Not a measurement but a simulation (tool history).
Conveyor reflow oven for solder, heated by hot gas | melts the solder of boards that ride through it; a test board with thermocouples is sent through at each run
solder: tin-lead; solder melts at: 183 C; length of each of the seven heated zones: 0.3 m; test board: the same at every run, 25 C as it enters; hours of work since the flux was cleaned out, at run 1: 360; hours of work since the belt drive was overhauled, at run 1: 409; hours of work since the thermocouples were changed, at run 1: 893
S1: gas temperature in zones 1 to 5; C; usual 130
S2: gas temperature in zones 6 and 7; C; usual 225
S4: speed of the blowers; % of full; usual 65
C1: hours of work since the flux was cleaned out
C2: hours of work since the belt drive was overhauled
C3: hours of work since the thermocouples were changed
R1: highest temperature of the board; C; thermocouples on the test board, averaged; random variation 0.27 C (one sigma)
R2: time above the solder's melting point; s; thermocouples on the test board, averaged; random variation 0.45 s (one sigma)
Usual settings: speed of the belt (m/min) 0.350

Run 1, day 0.000: usual settings; C1 360; C2 409; C3 893. Result: R1 206.4 C, R2 60.0 s.
Run 2, day 0.654: usual settings but S2 238 C; C1 373; C2 421; C3 905. Result: R1 217.5 C, R2 73.2 s.
At day 1.217: flux residue cleaned out of gas plates and filters.
Run 3, day 1.496: usual settings but S2 238 C; C1 5; C2 433; C3 917. Result: R1 219.6 C, R2 76.9 s.
Run 4, day 2.075: usual settings but S2 238 C; C1 16; C2 444; C3 928. Result: R1 219.5 C, R2 76.0 s.
Run 5, day 2.762: usual settings but S2 238 C; C1 29; C2 457; C3 941. Result: R1 219.4 C, R2 76.3 s.
Run 6, day 3.079: usual settings; C1 35; C2 463; C3 947. Result: R1 208.0 C, R2 63.3 s.
Run 7, day 3.654: usual settings; C1 46; C2 474; C3 958. Result: R1 207.7 C, R2 63.2 s.
Run 8, day 4.229: usual settings but S1 139 C; C1 57; C2 485; C3 969. Result: R1 209.2 C, R2 70.3 s.
Run 9, day 4.550: usual settings but S1 139 C; C1 63; C2 491; C3 975. Result: R1 209.2 C, R2 69.0 s.
Run 10, day 5.233: usual settings but S1 139 C; C1 76; C2 504; C3 988. Result: R1 209.4 C, R2 69.2 s.
At day 5.438: belt drive overhauled, speed set with a stopwatch.
At day 5.767: thermocouples of zones 6 and 7 changed.
Run 11, day 6.104: usual settings but S1 126 C; C1 87; C2 11; C3 6. Result: R1 208.4 C, R2 62.4 s.
Run 12, day 6.588: usual settings but S1 126 C; C1 96; C2 20; C3 15. Result: R1 208.6 C, R2 62.0 s.
Run 13, day 6.871: usual settings but S2 217 C; C1 102; C2 25; C3 21. Result: R1 202.1 C, R2 54.7 s.
Run 14, day 7.275: usual settings; C1 109; C2 33; C3 28. Result: R1 208.7 C, R2 64.0 s.
At day 7.529: belt drive overhauled, speed set with a stopwatch, once more.
Run 15, day 8.108: usual settings; C1 122; C2 11; C3 41. Result: R1 208.3 C, R2 63.8 s.
Run 16, day 8.721: usual settings but speed of the belt (m/min) 0.325; C1 133; C2 22; C3 52. Result: R1 210.6 C, R2 72.6 s.
Run 17, day 9.062: usual settings but S1 143 C, speed of the belt (m/min) 0.325, S4 75 % of full; C1 140; C2 29; C3 59. Result: R1 213.7 C, R2 84.2 s.
Run 18, day 9.625: usual settings but S1 143 C, speed of the belt (m/min) 0.325, S4 52 % of full; C1 150; C2 39; C3 69. Result: R1 210.2 C, R2 77.6 s.
Run 19, day 10.050: usual settings but S1 143 C, S2 232 C, speed of the belt (m/min) 0.344, S4 52 % of full; C1 158; C2 47; C3 77. Result: R1 214.9 C, R2 78.0 s.
Run 20, day 10.367: usual settings but S1 135 C, speed of the belt (m/min) 0.393; C1 164; C2 53; C3 83. Result: R1 205.8 C, R2 53.5 s.
Run 21, day 10.650: usual settings but S2 221 C; C1 170; C2 59; C3 89. Result: R1 205.0 C, R2 57.8 s.
Run 22, day 11.250: usual settings but S1 115 C, S4 56 % of full; C1 181; C2 70; C3 100. Result: R1 203.4 C, R2 49.6 s.
Run 23, day 11.896: usual settings but S1 115 C, S4 56 % of full; C1 193; C2 82; C3 112. Result: R1 203.4 C, R2 49.3 s.
Run 24, day 12.571: usual settings but S1 115 C, S4 56 % of full; C1 206; C2 95; C3 125. Result: R1 203.4 C, R2 49.1 s.
Run 25, day 12.950: usual settings but S1 115 C, S4 56 % of full; C1 213; C2 102; C3 132. Result: R1 202.8 C, R2 49.0 s.
Run 26, day 13.275: usual settings but S1 122 C, S2 232 C, speed of the belt (m/min) 0.285, S4 55 % of full; C1 219; C2 108; C3 138. Result: R1 217.6 C, R2 87.8 s.
Run 27, day 13.967: usual settings but S2 223 C, speed of the belt (m/min) 0.325; C1 232; C2 121; C3 151. Result: R1 208.3 C, R2 69.1 s.
Run 28, day 14.458: usual settings but S1 134 C, S2 237 C, speed of the belt (m/min) 0.400, S4 68 % of full; C1 241; C2 130; C3 160. Result: R1 214.9 C, R2 62.6 s.
Run 29, day 14.750: usual settings but S1 125 C, S2 222 C, speed of the belt (m/min) 0.400, S4 80 % of full; C1 247; C2 136; C3 166. Result: R1 202.2 C, R2 45.0 s.
Run 30, day 15.221: usual settings but S1 125 C, S2 218 C, speed of the belt (m/min) 0.411, S4 88 % of full; C1 256; C2 145; C3 175. Result: R1 199.8 C, R2 39.6 s.

Forecast each of these 5 alternatives for the next run:
Run A, day 15.521: usual settings but S4 68 % of full; C1 261; C2 150; C3 180. Result: R1 ?, R2 ?.
Run B, day 15.521: usual settings but S2 233 C, speed of the belt (m/min) 0.386; C1 261; C2 150; C3 180. Result: R1 ?, R2 ?.
Run C, day 15.521: usual settings but S1 125 C, S2 218 C, speed of the belt (m/min) 0.411, S4 68 % of full; C1 261; C2 150; C3 180. Result: R1 ?, R2 ?.
Run D, day 15.521: usual settings but S1 141 C, speed of the belt (m/min) 0.402; C1 261; C2 150; C3 180. Result: R1 ?, R2 ?.
Run E, day 15.521: usual settings but S2 233 C; C1 261; C2 150; C3 180. Result: R1 ?, R2 ?.

run     R1    R2
  A  208.5  62.7
  B  211.1  59.3
  C  196.2  32.6
  D  206.2  54.1
  E  214.7  71.0
Without the tool's hidden state the same runs would have given:
run     R1    R2
  A  210.5  65.9
  B  213.4  62.3
  C  198.4  37.2
  D  208.2  57.3
  E  216.8  73.7

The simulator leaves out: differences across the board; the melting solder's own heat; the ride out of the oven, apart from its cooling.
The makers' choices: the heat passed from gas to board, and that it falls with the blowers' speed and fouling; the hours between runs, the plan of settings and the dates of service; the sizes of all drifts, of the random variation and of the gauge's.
